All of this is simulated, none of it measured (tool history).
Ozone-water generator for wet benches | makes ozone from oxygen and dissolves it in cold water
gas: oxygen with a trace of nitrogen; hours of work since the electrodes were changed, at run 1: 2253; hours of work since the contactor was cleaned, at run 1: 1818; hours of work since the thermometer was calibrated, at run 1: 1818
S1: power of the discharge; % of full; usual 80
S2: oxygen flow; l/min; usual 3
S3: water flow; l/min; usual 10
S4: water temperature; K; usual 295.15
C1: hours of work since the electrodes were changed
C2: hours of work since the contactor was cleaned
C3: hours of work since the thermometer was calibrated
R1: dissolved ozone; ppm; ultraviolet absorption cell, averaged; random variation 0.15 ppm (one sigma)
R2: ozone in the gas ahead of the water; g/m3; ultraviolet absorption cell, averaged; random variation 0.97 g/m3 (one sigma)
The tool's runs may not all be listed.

run,hour,S1,S2,S3,S4,C1,C2,C3,R1,R2
1,0,80,3,10,295.15,2253,1818,1818,19.4,166
2,91.1,80,3,10,295.15,2310,1875,1875,19.5,165.1
3,156.8,80,3,10,295.15,2352,1917,1917,19.3,166.6
4,218.6,80,3,10,295.15,2391,1956,1956,19.4,167
5,287.6,80,3,10,295.15,2434,1999,1999,19.3,166.3
6,345.2,72,2.33,10,295.15,2471,2035,2035,17.5,173.7
7,438.7,72,2.33,6,292.15,2530,2094,2094,25.8,174.3
8,539.5,51,2.72,14,288.15,2593,2158,2158,11.2,120.1
9,588.2,51,2.7,14,294.15,2624,2189,2189,10.3,121.5
10,670.6,51,4.08,8,296.15,2676,2241,2241,14.3,99.6

3 ways to go on from here, each from the tool as it stands after run 10. What would each give?
A,738.3,51,1.72,8,296.15,2719,2283,2283,?,?
B,738.3,80,3,15,288.15,2719,2283,2283,?,?
C,738.3,67,4.08,6,296.15,2719,2283,2283,?,?

run,R1,R2
A,15.2,153.5
B,15.8,168.6
C,20.8,126.2
Without the tool's hidden state the same runs would have given:
run,R1,R2
A,15.2,150.6
B,15.8,165.5
C,20.8,123.9

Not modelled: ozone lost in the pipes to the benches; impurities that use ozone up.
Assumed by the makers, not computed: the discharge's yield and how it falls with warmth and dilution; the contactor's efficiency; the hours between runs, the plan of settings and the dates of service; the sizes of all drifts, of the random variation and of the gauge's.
